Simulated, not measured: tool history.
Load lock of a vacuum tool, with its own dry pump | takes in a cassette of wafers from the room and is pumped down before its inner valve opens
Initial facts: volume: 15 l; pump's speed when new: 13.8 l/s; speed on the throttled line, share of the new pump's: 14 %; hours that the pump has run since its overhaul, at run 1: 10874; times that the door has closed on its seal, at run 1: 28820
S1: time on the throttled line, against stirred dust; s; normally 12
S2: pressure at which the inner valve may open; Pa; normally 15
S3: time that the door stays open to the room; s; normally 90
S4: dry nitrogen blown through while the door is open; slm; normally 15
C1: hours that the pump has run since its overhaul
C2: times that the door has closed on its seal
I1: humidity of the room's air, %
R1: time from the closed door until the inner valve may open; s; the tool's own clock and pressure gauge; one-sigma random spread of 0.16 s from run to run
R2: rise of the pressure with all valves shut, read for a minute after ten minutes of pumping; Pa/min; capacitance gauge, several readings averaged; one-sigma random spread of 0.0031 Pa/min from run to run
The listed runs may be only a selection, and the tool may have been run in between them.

run	hour	S1	S2	S3	S4	C1	C2	I1	R1	R2
1	0	12	15	90	15	10874	28820	45.8	19.8	0.082
2	197.2	12	15	90	15	11071	29207	47.7	20.3	0.085
3	600.4	16	15	90	15	11474	29997	46.3	23.4	0.086
4	806.4	16	15	90	15	11680	30401	47	23.3	0.089
5	1237.8	12	15	90	15	12112	31247	42.2	19.9	0.076
6	1563.3	18	15	90	15	12437	31886	46.6	25.1	0.09
7	1957.1	18	15	90	15	12831	32658	46.3	25.2	0.083
8	2379.2	18	15	90	15	13253	33485	45.6	25.2	0.087
9	2619.1	18	15	90	15	13493	33956	43.9	25.2	0.083
10	2929.9	18	15	30	15	13804	34565	44.1	25	0.051
# hour 3129.2: door's seal changed, seat wiped
11	3338.8	11	11	38	38	14211	411	46.3	19.2	0.043
12	3699	22	22	36	42	14571	1117	48.4	28.3	0.037
13	3999	19	15	119	8	14872	1706	42.1	25.9	0.101
14	4382.8	8	15	90	15	15255	2458	43.4	16.5	0.084
15	4600.4	8	15	90	15	15473	2885	44.2	16.5	0.074
16	4951.3	7	15	90	15	15824	3573	43.3	15.6	0.076
17	5319.2	10	28	90	15	16192	4294	44.1	17.6	0.081
18	5632.7	10	28	90	15	16505	4909	45.2	17.4	0.073
19	5858.5	10	28	90	15	16731	5352	43.8	17.4	0.08
20	6298.2	9	28	100	33	17171	6214	41.4	16.8	0.053

Each row is a separate what-if for the run after 20, all from the same tool condition, not one after another. Results?
A	6604.5	7	28	100	33	17477	6815	42	?	?
B	6604.5	20	28	133	33	17477	6815	41.2	?	?
C	6604.5	11	28	100	33	17477	6815	44.9	?	?
D	6604.5	12	15	32	15	17477	6815	45	?	?

run	R1	R2
A	14.8	0.059
B	26.2	0.062
C	18	0.059
D	20.1	0.047
Without the tool's hidden state the same runs would have given:
run	R1	R2
A	14.8	0.059
B	26.2	0.062
C	17.9	0.058
D	20.1	0.047
